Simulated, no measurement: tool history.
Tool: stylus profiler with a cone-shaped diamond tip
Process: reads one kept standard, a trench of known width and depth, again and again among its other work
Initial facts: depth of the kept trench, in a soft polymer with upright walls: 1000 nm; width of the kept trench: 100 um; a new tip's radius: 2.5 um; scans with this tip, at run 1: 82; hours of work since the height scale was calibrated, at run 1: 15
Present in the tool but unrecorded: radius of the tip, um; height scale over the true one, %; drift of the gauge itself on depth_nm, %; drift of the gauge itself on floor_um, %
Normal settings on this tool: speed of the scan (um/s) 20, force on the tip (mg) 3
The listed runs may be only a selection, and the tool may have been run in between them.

| run | day | speed of the scan (um/s) | force on the tip (mg) | scans with this tip | hours of work since the height scale was calibrated | depth of the trench (Å) | width of the trench's floor (nm) |
|---|---|---|---|---|---|---|---|
| 1 | 0 | 20 | 3 | 82 | 15 | 10119.5 | 95820 |
| 2 | 2.771 | 20 | 7.02 | 256 | 46 | 10217.7 | 95770 |
| 3 | 4.679 | 20 | 3 | 376 | 68 | 10126.4 | 95760 |
| 4 | 7.471 | 20 | 3 | 552 | 100 | 10122.5 | 95760 |
| 5 | 9.862 | 20 | 3 | 702 | 127 | 10128.6 | 95710 |
| 6 | 12.304 | 20 | 3 | 856 | 155 | 10132.1 | 95640 |
| 7 | 15.683 | 20 | 3 | 1069 | 194 | 10132 | 95610 |
| 8 | 19.058 | 20 | 1.33 | 1281 | 232 | 10082.5 | 95490 |
| 9 | 21.412 | 52 | 3 | 1429 | 259 | 10133.3 | 95360 |
| 10 | 23.554 | 20 | 7.54 | 1564 | 284 | 10238.1 | 95560 |
| 11 | 25.738 | 20 | 7.54 | 1701 | 309 | 10240 | 95520 |
| 12 | 28.825 | 20 | 7.54 | 1896 | 344 | 10238.8 | 95470 |
| 13 | 32.954 | 20 | 2.66 | 2155 | 391 | 10130.4 | 95390 |
| 14 | 35.842 | 65 | 2.66 | 2337 | 424 | 10129.6 | 95110 |
| 15 | 39.592 | 19 | 3 | 2573 | 467 | 10142.1 | 95340 |
| 16 | 41.588 | 19 | 3 | 2699 | 490 | 10145.4 | 95300 |
| 17 | 43.983 | 10 | 2.3 | 2849 | 517 | 10125.8 | 95360 |
| 18 | 47.242 | 6 | 1.95 | 3055 | 554 | 10119.1 | 95270 |
| 19 | 51.021 | 18 | 1.62 | 3292 | 598 | 10107.9 | 95200 |
| 20 | 54.258 | 16 | 4.07 | 3496 | 635 | 10174.2 | 95220 |
| 21 | 58.083 | 20 | 1.21 | 3737 | 678 | 10098.8 | 95070 |
| 22 | 60.458 | 13 | 7.54 | 3886 | 705 | 10257.2 | 95170 |
| 23 | 64.738 | 17 | 1.67 | 4156 | 754 | 10114.4 | 94990 |
| 24 | 68.908 | 7 | 2.89 | 4418 | 802 | 10155.1 | 95020 |
| 25 | 71.471 | 8 | 2.37 | 4579 | 831 | 10140.2 | 95060 |
| 26 | 74.717 | 39 | 5.08 | 4784 | 868 | 10212.2 | 94830 |
| 27 | 78.892 | 39 | 5.08 | 5046 | 916 | 10210.4 | 94830 |
| 28 | 82.842 | 39 | 5.08 | 5295 | 961 | 10216.8 | 94870 |
| 29 | 86.133 | 39 | 5.08 | 5502 | 999 | 10214.6 | 94760 |

Branching from run 29: 4 alternative next runs. What would each branch give?
| A | 88.221 | 14 | 5.08 | 5633 | 1022 | ? | ? |
| B | 88.221 | 35 | 3 | 5633 | 1022 | ? | ? |
| C | 88.221 | 50 | 1.78 | 5633 | 1022 | ? | ? |
| D | 88.221 | 8 | 1.79 | 5633 | 1022 | ? | ? |

| run | depth of the trench (Å) | width of the trench's floor (nm) |
|---|---|---|
| A | 10216.8 | 94860 |
| B | 10166.9 | 94730 |
| C | 10130.1 | 94540 |
| D | 10129.2 | 94870 |
Had the tool no hidden state, the same runs would have come out as:
| run | depth of the trench (Å) | width of the trench's floor (nm) |
|---|---|---|
| A | 10171.8 | 95970 |
| B | 10122.1 | 95840 |
| C | 10085.5 | 95650 |
| D | 10084.6 | 95980 |
